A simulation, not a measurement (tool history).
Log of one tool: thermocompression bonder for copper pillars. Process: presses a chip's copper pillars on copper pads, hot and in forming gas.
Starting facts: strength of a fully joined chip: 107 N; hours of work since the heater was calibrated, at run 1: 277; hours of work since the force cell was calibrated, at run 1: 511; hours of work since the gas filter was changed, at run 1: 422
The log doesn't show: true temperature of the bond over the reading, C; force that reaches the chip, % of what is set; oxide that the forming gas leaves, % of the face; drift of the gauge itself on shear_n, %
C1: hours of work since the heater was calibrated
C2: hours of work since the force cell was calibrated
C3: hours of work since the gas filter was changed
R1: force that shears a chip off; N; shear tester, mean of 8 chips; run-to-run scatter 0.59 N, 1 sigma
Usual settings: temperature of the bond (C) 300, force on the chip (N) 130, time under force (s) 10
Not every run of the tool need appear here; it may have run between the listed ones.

Run 1, day 0.000: usual settings; C1 277; C2 511; C3 422. Result: R1 49.4 N.
At day 0.096: forming gas filter changed.
Run 2, day 0.688: usual settings; C1 288; C2 522; C3 10. Result: R1 55.8 N.
Run 3, day 1.262: usual settings; C1 298; C2 532; C3 20. Result: R1 55.7 N.
Run 4, day 2.212: usual settings but temperature of the bond (C) 324; C1 315; C2 549; C3 37. Result: R1 70.9 N.
Run 5, day 3.204: usual settings; C1 332; C2 566; C3 54. Result: R1 55.4 N.
Run 6, day 3.629: usual settings but force on the chip (N) 79; C1 339; C2 573; C3 61. Result: R1 41.0 N.
Run 7, day 4.271: usual settings but force on the chip (N) 79; C1 351; C2 585; C3 72. Result: R1 41.5 N.
Run 8, day 4.833: usual settings but force on the chip (N) 79, time under force (s) 6; C1 360; C2 594; C3 82. Result: R1 34.4 N.
Run 9, day 5.600: usual settings but temperature of the bond (C) 289; C1 374; C2 608; C3 95. Result: R1 48.2 N.
Run 10, day 6.608: usual settings but temperature of the bond (C) 289; C1 391; C2 625; C3 113. Result: R1 49.4 N.
Run 11, day 7.517: usual settings but temperature of the bond (C) 289; C1 407; C2 641; C3 129. Result: R1 48.1 N.
At day 7.629: force cell calibrated.
Run 12, day 8.329: usual settings but time under force (s) 7; C1 420; C2 12; C3 142. Result: R1 49.3 N.
Run 13, day 8.904: usual settings but time under force (s) 7; C1 430; C2 22; C3 152. Result: R1 49.0 N.
Run 14, day 9.604: usual settings; C1 442; C2 34; C3 164. Result: R1 55.3 N.
Run 15, day 10.146: usual settings; C1 451; C2 44; C3 173. Result: R1 55.2 N.
Run 16, day 10.796: usual settings but temperature of the bond (C) 316; C1 463; C2 55; C3 184. Result: R1 64.8 N.
Run 17, day 11.671: usual settings but temperature of the bond (C) 316; C1 478; C2 70; C3 200. Result: R1 65.1 N.
Run 18, day 12.654: usual settings but temperature of the bond (C) 271, time under force (s) 7; C1 495; C2 87; C3 217. Result: R1 34.1 N.
At day 13.275: force cell calibrated, once more.
Run 19, day 13.567: usual settings but temperature of the bond (C) 271, time under force (s) 7; C1 510; C2 5; C3 231. Result: R1 31.8 N.
Run 20, day 14.029: usual settings but temperature of the bond (C) 271, time under force (s) 7; C1 518; C2 13; C3 239. Result: R1 32.7 N.
Run 21, day 14.517: usual settings but temperature of the bond (C) 304, force on the chip (N) 87, time under force (s) 14; C1 526; C2 22; C3 248. Result: R1 50.2 N.
Run 22, day 15.262: usual settings but temperature of the bond (C) 327, force on the chip (N) 105, time under force (s) 24; C1 539; C2 34; C3 261. Result: R1 77.4 N.
Run 23, day 15.958: usual settings but temperature of the bond (C) 306, force on the chip (N) 133; C1 551; C2 47; C3 273. Result: R1 56.6 N.
Run 24, day 16.738: usual settings but temperature of the bond (C) 306, force on the chip (N) 133; C1 564; C2 60; C3 286. Result: R1 54.7 N.
Run 25, day 17.208: usual settings but temperature of the bond (C) 304, time under force (s) 11; C1 573; C2 68; C3 294. Result: R1 56.5 N.
Run 26, day 17.762: usual settings but temperature of the bond (C) 304, time under force (s) 11; C1 582; C2 78; C3 304. Result: R1 55.6 N.
Run 27, day 18.346: usual settings but force on the chip (N) 113; C1 592; C2 88; C3 314. Result: R1 47.8 N.
Run 28, day 19.121: usual settings but temperature of the bond (C) 294, force on the chip (N) 128, time under force (s) 29; C1 606; C2 101; C3 328. Result: R1 66.6 N.
Run 29, day 19.667: usual settings but temperature of the bond (C) 294, force on the chip (N) 128, time under force (s) 29; C1 615; C2 111; C3 337. Result: R1 66.6 N.

Below are 4 alternative next runs, each starting from the tool's condition after run 29. Predict each:
At day 20.621: heater calibrated with a thermocouple chip.
Run A, day 20.621: usual settings but temperature of the bond (C) 306, force on the chip (N) 80; C1 0; C2 126; C3 352. Result: R1 ?.
At day 20.621: heater calibrated with a thermocouple chip.
Run B, day 20.621: usual settings but force on the chip (N) 192, time under force (s) 22; C1 0; C2 126; C3 352. Result: R1 ?.
At day 20.621: heater calibrated with a thermocouple chip.
Run C, day 20.621: usual settings but temperature of the bond (C) 303; C1 0; C2 126; C3 352. Result: R1 ?.
At day 20.621: heater calibrated with a thermocouple chip.
Run D, day 20.621: usual settings but temperature of the bond (C) 316, force on the chip (N) 108, time under force (s) 15; C1 0; C2 126; C3 352. Result: R1 ?.

run    R1
  A  39.9
  B  72.8
  C  49.3
  D  59.2
The same runs, with their run-to-run variation unchanged, on a tool lacking any hidden condition would have given:
run    R1
  A  44.2
  B  80.7
  C  54.7
  D  65.7
